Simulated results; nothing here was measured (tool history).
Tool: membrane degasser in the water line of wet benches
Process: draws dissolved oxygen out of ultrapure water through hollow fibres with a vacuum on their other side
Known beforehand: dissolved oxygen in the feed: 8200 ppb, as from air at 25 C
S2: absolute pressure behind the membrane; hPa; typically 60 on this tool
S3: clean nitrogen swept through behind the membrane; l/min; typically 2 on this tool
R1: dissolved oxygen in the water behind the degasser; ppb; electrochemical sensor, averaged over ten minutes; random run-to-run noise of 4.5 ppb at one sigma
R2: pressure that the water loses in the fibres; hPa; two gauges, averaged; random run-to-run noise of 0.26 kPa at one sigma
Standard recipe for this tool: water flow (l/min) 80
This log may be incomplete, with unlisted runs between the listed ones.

Run 1, hour 0: usual settings. Result: R1 450.3 ppb, R2 688.4 hPa.
At hour 123.6: seals of the vacuum lines changed.
Run 2, hour 180.7: usual settings but water flow (l/min) 108. Result: R1 586.2 ppb, R2 930.3 hPa.
Run 3, hour 324.3: usual settings but water flow (l/min) 108. Result: R1 587.1 ppb, R2 930 hPa.
Run 4, hour 573.8: usual settings but water flow (l/min) 108. Result: R1 586.6 ppb, R2 934.2 hPa.
Run 5, hour 776: usual settings but water flow (l/min) 108. Result: R1 582.5 ppb, R2 932.7 hPa.
Run 6, hour 911.6: usual settings but water flow (l/min) 108. Result: R1 583.4 ppb, R2 939.2 hPa.
Run 7, hour 1068.7: usual settings but water flow (l/min) 108. Result: R1 589.7 ppb, R2 942.7 hPa.

Run 8 is up next; what results do you expect?
Run 8, hour 1278: usual settings but S2 115.3 hPa, S3 3.55 l/min. Result: R1 ?, R2 ?.

R1: 601.7 ppb
R2: 702.5 hPa
Minus the tool's unlogged condition, the same run would have read R1 601.4 ppb, R2 694.5 hPa.

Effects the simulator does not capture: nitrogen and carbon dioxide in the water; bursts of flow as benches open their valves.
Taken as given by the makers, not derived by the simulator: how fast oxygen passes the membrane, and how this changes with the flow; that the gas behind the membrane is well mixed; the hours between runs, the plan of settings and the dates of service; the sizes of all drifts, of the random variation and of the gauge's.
